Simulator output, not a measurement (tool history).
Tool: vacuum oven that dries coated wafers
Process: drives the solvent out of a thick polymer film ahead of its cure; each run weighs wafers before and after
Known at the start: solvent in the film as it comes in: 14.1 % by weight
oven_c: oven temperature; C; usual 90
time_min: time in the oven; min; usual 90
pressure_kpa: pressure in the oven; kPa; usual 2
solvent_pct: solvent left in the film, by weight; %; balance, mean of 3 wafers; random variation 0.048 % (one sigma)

| run | hour | oven_c | time_min | pressure_kpa | solvent_pct |
|---|---|---|---|---|---|
| 1 | 0.0 | 90 | 90 | 2 | 2.93 |
| 2 | 58.5 | 90 | 90 | 2 | 2.97 |
| 3 | 112.5 | 95 | 90 | 2 | 2.04 |
| 4 | 149.6 | 101 | 90 | 2 | 1.38 |
| 5 | 207.7 | 90 | 145 | 2 | 1.88 |
| 6 | 291.9 | 82 | 145 | 2 | 3.36 |
|  | 300.5 | vacuum gauge cleaned of residue and calibrated |
| 7 | 375.8 | 82 | 53 | 2 | 6.95 |
| 8 | 415.4 | 82 | 53 | 2 | 7.09 |
| 9 | 470.2 | 82 | 53 | 2 | 6.95 |

Run 10 comes next. What will it give?
| 10 | 542.1 | 82 | 53 | 2 | ? |

solvent_pct: 7.05 %
Without the tool's hidden state the same run would have given solvent_pct 6.20 %.
